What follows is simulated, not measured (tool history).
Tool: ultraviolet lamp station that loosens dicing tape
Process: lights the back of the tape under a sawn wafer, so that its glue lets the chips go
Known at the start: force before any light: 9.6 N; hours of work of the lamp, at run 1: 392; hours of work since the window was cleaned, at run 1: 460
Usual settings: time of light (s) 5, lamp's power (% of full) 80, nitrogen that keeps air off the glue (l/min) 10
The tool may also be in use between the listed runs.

run	hour	time of light (s)	lamp's power (% of full)	nitrogen that keeps air off the glue (l/min)	hours of work of the lamp	hours of work since the window was cleaned	force that peels the tape off (N)	light that reached the tape (mJ/cm2)
1	0.0	5	80	10	392	460	0.857	183
2	18.6	5	80	10	402	470	0.896	184
3	38.2	5	80	10	412	480	0.845	185
4	49.2	5	80	10	417	485	0.882	179
5	60.4	3	80	10	423	491	2.180	111
6	70.5	3	80	10	428	496	2.319	107
7	83.8	5	80	10	435	503	0.916	179
8	106.5	5	80	10	447	515	0.917	173
9	125.1	5	80	10	456	524	0.927	176
10	136.6	5	80	10	462	530	0.967	176
11	158.9	5	60	10	474	542	1.718	134
12	171.5	5	60	10	480	548	1.692	128
13	194.3	5	70	10	492	560	1.355	143
14	214.2	5	80	10	502	570	1.088	169
15	224.4	2	69	10	507	575	4.439	57
16	242.6	4	66	5	516	584	2.866	109
# hour 252.6: window cleaned of glue's vapour
17	262.2	5	80	11	526	5	0.828	185
18	284.7	3	88	12	538	16	1.825	118
19	308.3	3	73	15	550	29	2.308	96
20	321.3	3	73	15	557	35	2.357	96
21	332.4	3	73	15	562	41	2.358	95
22	346.0	3	73	15	569	48	2.327	93
23	370.6	5	80	10	582	60	0.984	171
24	388.1	5	80	10	591	69	1.018	176
25	398.9	9	66	5	596	75	0.673	251
26	416.8	9	87	5	606	84	0.337	326
27	435.9	2	65	8	615	94	4.717	53
28	452.0	5	86	5	624	102	1.395	176

Forecast each of these 3 alternatives for the next run:
A	462.0	2	97	16	629	107	?	?
B	462.0	3	86	14	629	107	?	?
C	462.0	5	86	13	629	107	?	?

run	force that peels the tape off (N)	light that reached the tape (mJ/cm2)
A	2.879	76
B	2.153	105
C	0.846	175
Without the tool's hidden state the same runs would have given:
run	force that peels the tape off (N)	light that reached the tape (mJ/cm2)
A	1.397	126
B	0.863	171
C	0.249	285
